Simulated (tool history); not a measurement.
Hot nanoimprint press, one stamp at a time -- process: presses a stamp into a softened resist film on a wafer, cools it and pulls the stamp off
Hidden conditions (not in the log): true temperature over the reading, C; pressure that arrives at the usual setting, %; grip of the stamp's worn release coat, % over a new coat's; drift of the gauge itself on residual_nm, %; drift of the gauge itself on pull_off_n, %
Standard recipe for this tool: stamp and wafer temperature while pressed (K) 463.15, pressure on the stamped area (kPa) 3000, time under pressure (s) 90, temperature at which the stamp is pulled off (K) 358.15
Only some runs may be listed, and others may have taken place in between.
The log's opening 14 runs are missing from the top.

run,day,stamp and wafer temperature while pressed (K),pressure on the stamped area (kPa),time under pressure (s),temperature at which the stamp is pulled off (K),hours of work since the thermocouple was calibrated,imprints on the stamp's release coat,hours of work since the press's seals were changed,resist left under the stamp's widest pad (Å),greatest force while the stamp is pulled off (N)
# day 45.321: stamp cleaned and given a new release coat
15,46.55,463.15,3000,90,358.15,450,65,919,1435,192
16,49.467,452.15,1870,90,358.15,479,221,948,2153,184
17,53.462,463.15,3000,90,366.15,518,434,988,1439,174
# day 54.3: plate thermocouple calibrated
18,55.596,463.15,3000,90,347.15,13,541,1007,1448,218
19,58.679,462.15,3000,88,358.15,43,705,1038,1500,192
20,62.75,462.15,3000,88,358.15,83,922,1078,1503,196
21,66.117,463.15,3090,90,347.15,117,1101,1111,1419,229
# day 66.838: press's hydraulic seals changed and the load cell set to zero
# day 68.896: stamp cleaned and given a new release coat
22,69.554,463.15,3090,109,347.15,145,35,24,1348,219
23,72.15,475.15,3090,111,362.15,171,174,50,815,181
24,74.804,475.15,3090,111,362.15,197,315,76,819,183
25,78.358,463.15,1890,90,358.15,232,505,111,1677,198
26,80.071,463.15,3200,79,353.15,249,596,128,1486,202
27,84.333,473.15,3090,90,346.15,291,823,170,974,225
28,86.183,471.15,3090,90,358.15,309,921,189,1054,201
29,88.871,471.15,3090,90,358.15,336,1065,215,1038,188
# day 92.062: stamp cleaned and given a new release coat
30,93.346,458.15,3000,90,345.15,377,69,257,1707,223

Consider 3 possible next runs. They are alternatives, not a sequence: every one starts from the tool as it was left by run 30. What does each give?
A,96.504,458.15,3000,53,356.15,409,237,288,?,?
B,96.504,468.15,2260,90,363.15,409,237,288,?,?
C,96.504,463.15,3000,61,358.15,409,237,288,?,?

run,resist left under the stamp's widest pad (Å),greatest force while the stamp is pulled off (N)
A,1928,197
B,1328,186
C,1643,200
Without the tool's hidden state the same runs would have given:
run,resist left under the stamp's widest pad (Å),greatest force while the stamp is pulled off (N)
A,1924,196
B,1324,185
C,1638,200
